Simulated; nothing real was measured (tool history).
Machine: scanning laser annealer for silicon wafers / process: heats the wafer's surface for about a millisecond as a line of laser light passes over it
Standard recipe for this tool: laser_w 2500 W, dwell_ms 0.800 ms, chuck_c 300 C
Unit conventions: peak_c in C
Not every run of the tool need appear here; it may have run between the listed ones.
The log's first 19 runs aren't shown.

run    hour  laser_w  dwell_ms  chuck_c  peak_c
 20  1022.5     2493     0.650      300     973
 21  1084.0     2695     0.817      267    1107
 22  1134.9     2710     0.582      287     987
 23  1189.6     2500     0.934      297    1111
 24  1253.8     2702     0.971      305    1216
     1272.1  -- window over the wafer cleaned
     1285.7  -- optics aligned, line set to its width
 25  1340.8     2702     0.971      305    1280
 26  1404.0     2214     0.955      265    1011
 27  1472.1     2214     0.955      265    1009
 28  1542.8     2742     0.740      265    1108
 29  1600.0     2500     0.800      322    1106
 30  1670.6     2174     0.800      333     983
 31  1707.4     2487     0.820      327    1105
 32  1769.9     2487     0.820      327    1099
 33  1837.7     2487     0.820      327    1098
 34  1889.5     2128     0.691      264     839
 35  1939.2     2580     0.797      264    1052
 36  1997.1     2580     0.797      264    1048
 37  2035.3     2243     0.797      323     978
 38  2075.4     2449     0.734      278     976
 39  2129.0     2449     0.734      278     974
     2152.9  -- window over the wafer cleaned
 40  2190.4     2449     0.734      278    1015

Below are 3 alternative next runs, each starting from the tool's condition after run 40. Predict each:
  A  2271.2     2455     0.564      336       ?
  B  2271.2     2169     0.792      293       ?
  C  2271.2     2500     0.800      266       ?

run  peak_c
  A     969
  B     946
  C    1055
With the hidden condition removed and each run's random variation left untouched, the same runs would have given:
run  peak_c
  A     989
  B     967
  C    1080
